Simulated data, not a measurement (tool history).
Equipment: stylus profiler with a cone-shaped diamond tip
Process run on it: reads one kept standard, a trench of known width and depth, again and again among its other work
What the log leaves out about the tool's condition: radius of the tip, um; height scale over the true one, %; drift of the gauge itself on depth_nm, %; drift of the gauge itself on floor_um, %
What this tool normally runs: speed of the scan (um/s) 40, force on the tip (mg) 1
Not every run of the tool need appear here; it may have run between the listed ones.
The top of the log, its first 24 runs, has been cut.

run	hour	speed of the scan (um/s)	force on the tip (mg)	scans with this tip	hours of work since the height scale was calibrated	depth of the trench (angstrom)	width of the trench's floor (nm)
25	2450.8	142	2.51	28188	1603	2019.1	46550
26	2527.5	26	0.73	28486	1642	2004.5	47100
# hour 2533.7: height scale calibrated on a step standard
27	2660.7	156	0.96	29003	65	2000	45840
28	2740.8	11	0.38	29315	106	1993.9	47240
# hour 2786.6: height scale calibrated on a step standard, once more
29	2864.2	14	1.7	29793	40	2018.9	47250
30	2922.5	29	1.29	30020	69	2015.3	47130
31	2984.4	29	1.29	30261	101	2015	47140
32	3071.6	44	1.83	30601	145	2019.3	47100
33	3209.9	11	0.81	31139	216	2011	47260
34	3332.7	17	1.9	31618	279	2019.5	47230
35	3459.4	140	1.03	32111	343	2011.2	45990
36	3584.1	40	1.15	32596	407	2012.4	46900
37	3663.9	26	0.51	32907	448	2005.7	46970
38	3748.1	37	1.67	33235	491	2017.2	47050
39	3889.7	68	0.81	33786	563	2008.7	46530
40	4027.9	68	0.81	34324	634	2008.5	46540
41	4147.9	68	0.81	34791	695	2007.7	46470

5 options for the next run, each taken on its own from the tool as it stands now. Forecast them:
A	4279.7	41	0.81	35305	762	?	?
B	4279.7	48	2.15	35305	762	?	?
C	4279.7	123	0.35	35305	762	?	?
D	4279.7	69	0.49	35305	762	?	?
E	4279.7	68	0.35	35305	762	?	?

run	depth of the trench (angstrom)	width of the trench's floor (nm)
A	2007.3	46810
B	2019.7	46890
C	2002.1	45230
D	2003.8	46260
E	2001.4	46100
With no hidden state in the tool, these same runs would have given:
run	depth of the trench (angstrom)	width of the trench's floor (nm)
A	2012.4	47810
B	2024.8	47900
C	2007.3	46240
D	2009	47270
E	2006.6	47110
